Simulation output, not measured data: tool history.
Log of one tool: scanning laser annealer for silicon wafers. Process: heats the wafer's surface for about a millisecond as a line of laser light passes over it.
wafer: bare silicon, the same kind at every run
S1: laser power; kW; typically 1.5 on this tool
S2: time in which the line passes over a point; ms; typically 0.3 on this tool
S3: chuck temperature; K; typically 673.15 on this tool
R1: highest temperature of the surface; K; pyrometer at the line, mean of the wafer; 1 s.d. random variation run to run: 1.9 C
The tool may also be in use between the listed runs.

{"run": 1, "hour": 0.0, "S1": 1.5, "S2": 0.3, "S3": 673.15, "R1": 1477.15}
{"run": 2, "hour": 50.9, "S1": 1.5, "S2": 0.3, "S3": 673.15, "R1": 1480.15}
{"run": 3, "hour": 77.8, "S1": 1.5, "S2": 0.3, "S3": 673.15, "R1": 1481.15}
{"run": 4, "hour": 105.6, "S1": 1.5, "S2": 0.3, "S3": 673.15, "R1": 1480.15}
{"run": 5, "hour": 150.7, "S1": 1.5, "S2": 0.3, "S3": 673.15, "R1": 1476.15}
{"run": 6, "hour": 195.2, "S1": 1.5, "S2": 0.3, "S3": 673.15, "R1": 1481.15}
{"run": 7, "hour": 221.6, "S1": 1.5, "S2": 0.3, "S3": 673.15, "R1": 1478.15}
{"run": 8, "hour": 257.6, "S1": 1.5, "S2": 0.3, "S3": 673.15, "R1": 1480.15}
{"run": 9, "hour": 311.0, "S1": 1.5, "S2": 0.3, "S3": 673.15, "R1": 1474.15}
{"run": 10, "hour": 343.5, "S1": 1.5, "S2": 0.3, "S3": 673.15, "R1": 1478.15}
{"run": 11, "hour": 406.6, "S1": 1.5, "S2": 0.247, "S3": 673.15, "R1": 1398.15}
{"run": 12, "hour": 444.5, "S1": 1.5, "S2": 0.3, "S3": 673.15, "R1": 1479.15}
{"run": 13, "hour": 484.8, "S1": 1.5, "S2": 0.3, "S3": 673.15, "R1": 1485.15}
{"run": 14, "hour": 536.9, "S1": 1.5, "S2": 0.3, "S3": 673.15, "R1": 1477.15}
{"run": 15, "hour": 568.7, "S1": 1.5, "S2": 0.26, "S3": 673.15, "R1": 1417.15}
{"run": 16, "hour": 631.6, "S1": 1.5, "S2": 0.279, "S3": 673.15, "R1": 1449.15}
{"run": 17, "hour": 662.8, "S1": 1.321, "S2": 0.3, "S3": 673.15, "R1": 1358.15}
{"run": 18, "hour": 688.9, "S1": 1.321, "S2": 0.3, "S3": 673.15, "R1": 1359.15}
{"run": 19, "hour": 731.2, "S1": 1.321, "S2": 0.285, "S3": 673.15, "R1": 1342.15}
{"run": 20, "hour": 790.0, "S1": 1.5, "S2": 0.37, "S3": 673.15, "R1": 1584.15}
{"run": 21, "hour": 825.3, "S1": 1.5, "S2": 0.37, "S3": 673.15, "R1": 1577.15}
{"run": 22, "hour": 855.1, "S1": 1.5, "S2": 0.303, "S3": 671.15, "R1": 1483.15}
{"run": 23, "hour": 916.7, "S1": 1.5, "S2": 0.303, "S3": 706.15, "R1": 1518.15}
{"run": 24, "hour": 976.9, "S1": 1.599, "S2": 0.3, "S3": 684.15, "R1": 1560.15}
{"run": 25, "hour": 1037.4, "S1": 1.599, "S2": 0.3, "S3": 684.15, "R1": 1557.15}
{"run": 26, "hour": 1096.2, "S1": 1.631, "S2": 0.3, "S3": 684.15, "R1": 1577.15}
{"run": 27, "hour": 1147.3, "S1": 1.535, "S2": 0.219, "S3": 708.15, "R1": 1407.15}
{"run": 28, "hour": 1206.6, "S1": 1.584, "S2": 0.219, "S3": 648.15, "R1": 1373.15}
{"run": 29, "hour": 1236.9, "S1": 1.5, "S2": 0.3, "S3": 638.15, "R1": 1447.15}
{"run": 30, "hour": 1269.5, "S1": 1.5, "S2": 0.3, "S3": 638.15, "R1": 1444.15}
{"run": 31, "hour": 1306.8, "S1": 1.5, "S2": 0.3, "S3": 638.15, "R1": 1444.15}
{"run": 32, "hour": 1348.6, "S1": 1.345, "S2": 0.3, "S3": 673.15, "R1": 1377.15}
{"run": 33, "hour": 1402.8, "S1": 1.491, "S2": 0.34, "S3": 705.15, "R1": 1566.15}
{"run": 34, "hour": 1438.0, "S1": 1.425, "S2": 0.21, "S3": 639.15, "R1": 1263.15}
{"run": 35, "hour": 1468.4, "S1": 1.425, "S2": 0.21, "S3": 639.15, "R1": 1259.15}
{"run": 36, "hour": 1511.4, "S1": 1.328, "S2": 0.33, "S3": 673.15, "R1": 1401.15}
{"run": 37, "hour": 1537.2, "S1": 1.5, "S2": 0.296, "S3": 640.15, "R1": 1440.15}
{"run": 38, "hour": 1577.0, "S1": 1.349, "S2": 0.232, "S3": 673.15, "R1": 1286.15}
{"run": 39, "hour": 1615.4, "S1": 1.349, "S2": 0.232, "S3": 673.15, "R1": 1287.15}
{"run": 40, "hour": 1644.4, "S1": 1.623, "S2": 0.3, "S3": 676.15, "R1": 1570.15}
{"run": 41, "hour": 1674.9, "S1": 1.568, "S2": 0.359, "S3": 696.15, "R1": 1637.15}
{"run": 42, "hour": 1704.1, "S1": 1.518, "S2": 0.36, "S3": 696.15, "R1": 1603.15}

The log once held 3 entries between its listed runs, left out of this copy. Where does each go, and what is different about the tool's unlogged condition between the listed run before it and the listed run after it?
After run 10, before run 11: window over the wafer cleaned (hour 349.1)
  light that passes the window, % of a clean one's: 99.87 -> 99.99
After run 19, before run 20: optics aligned, line set to its width (hour 766.7)
  light that passes the window, % of a clean one's: 99.94 -> 99.93; width of the line over the set one, %: 0.05 -> 0
After run 30, before run 31: window over the wafer cleaned (hour 1279.7)
  light that passes the window, % of a clean one's: 99.86 -> 99.99
